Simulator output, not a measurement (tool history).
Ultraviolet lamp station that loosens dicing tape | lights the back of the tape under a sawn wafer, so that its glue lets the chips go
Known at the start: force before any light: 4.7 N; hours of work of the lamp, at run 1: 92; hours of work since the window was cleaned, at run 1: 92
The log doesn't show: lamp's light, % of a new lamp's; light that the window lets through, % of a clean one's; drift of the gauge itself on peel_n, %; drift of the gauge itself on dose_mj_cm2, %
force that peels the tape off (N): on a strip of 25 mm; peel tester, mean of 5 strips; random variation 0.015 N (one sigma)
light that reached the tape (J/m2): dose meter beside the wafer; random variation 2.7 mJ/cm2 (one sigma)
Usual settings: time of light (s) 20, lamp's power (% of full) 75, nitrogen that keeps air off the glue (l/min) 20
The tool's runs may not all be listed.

run    hour  time of light (s)  lamp's power (% of full)  nitrogen that keeps air off the glue (l/min)  hours of work of the lamp  hours of work since the window was cleaned  force that peels the tape off (N)  light that reached the tape (J/m2)
  1       0                 20                        75                                            20                         92                                          92                              0.779                                3320
  2    42.6                 20                        75                                            20                        109                                         109                              0.824                                3220
  3      92                 20                        75                                            20                        129                                         129                              0.841                                3210
  4   193.6                 20                        75                                            20                        170                                         170                              0.897                                3140
  5   264.8                 20                        75                                            20                        199                                         199                              0.862                                3110
  6   334.7                 20                        75                                            20                        227                                         227                              0.914                                3050
  7   392.7                 20                        75                                            20                        251                                         251                              0.917                                2990
  8   492.8                 20                        75                                             8                        291                                         291                              1.542                                2910
  9   572.2                 20                        75                                             8                        323                                         323                              1.573                                2860
 10   648.3                 20                        75                                             8                        354                                         354                              1.618                                2830
 11   720.9                 20                        75                                             8                        383                                         383                              1.644                                2720
 12   783.4                 20                        75                                             8                        409                                         409                              1.696                                2690
 13   877.5                 20                        75                                             8                        447                                         447                               1.78                                2620
      882.9  -- window cleaned of glue's vapour
 14   981.4                 10                        97                                             8                        488                                          40                               2.64                                1530
 15  1036.7                 20                        75                                            12                        511                                          62                              1.664                                2330
 16  1134.9                 20                        75                                            12                        550                                         102                               1.65                                2210
     1186.7  -- window cleaned of glue's vapour, once more
 17  1219.2                 21                        75                                            12                        584                                          13                              1.159                                3130
 18  1278.6                 21                        75                                            12                        608                                          37                              1.185                                3080
 19  1361.1                 37                        65                                            13                        642                                          71                              0.637                                4630
 20  1428.6                 37                        65                                            13                        669                                          98                              0.656                                4460
 21  1529.8                 37                        65                                            13                        710                                         139                              0.663                                4410
 22  1600.3                 37                        65                                            13                        738                                         167                              0.704                                4320
 23  1678.2                 37                        65                                            13                        770                                         199                              0.719                                4240
 24  1758.8                 15                        75                                             7                        802                                         231                              2.305                                1910
 25  1801.5                 15                        75                                            12                        820                                         249                              1.934                                1900

Forecast each of these 5 alternatives for the next run:
  A  1868.2                 27                        75                                            14                        847                                         276                                  ?                                   ?
  B  1868.2                 25                        78                                            10                        847                                         276                                  ?                                   ?
  C  1868.2                 17                        87                                            34                        847                                         276                                  ?                                   ?
  D  1868.2                 24                        75                                            20                        847                                         276                                  ?                                   ?
  E  1868.2                 30                        77                                            12                        847                                         276                                  ?                                   ?

run  force that peels the tape off (N)  light that reached the tape (J/m2)
  A                              0.966                                3420
  B                              1.187                                3270
  C                              0.934                                2460
  D                              0.927                                3040
  E                              0.857                                3830
Without the tool's hidden state the same runs would have given:
run  force that peels the tape off (N)  light that reached the tape (J/m2)
  A                              0.574                                4820
  B                              0.731                                4620
  C                              0.549                                3490
  D                               0.55                                4290
  E                                0.5                                5410
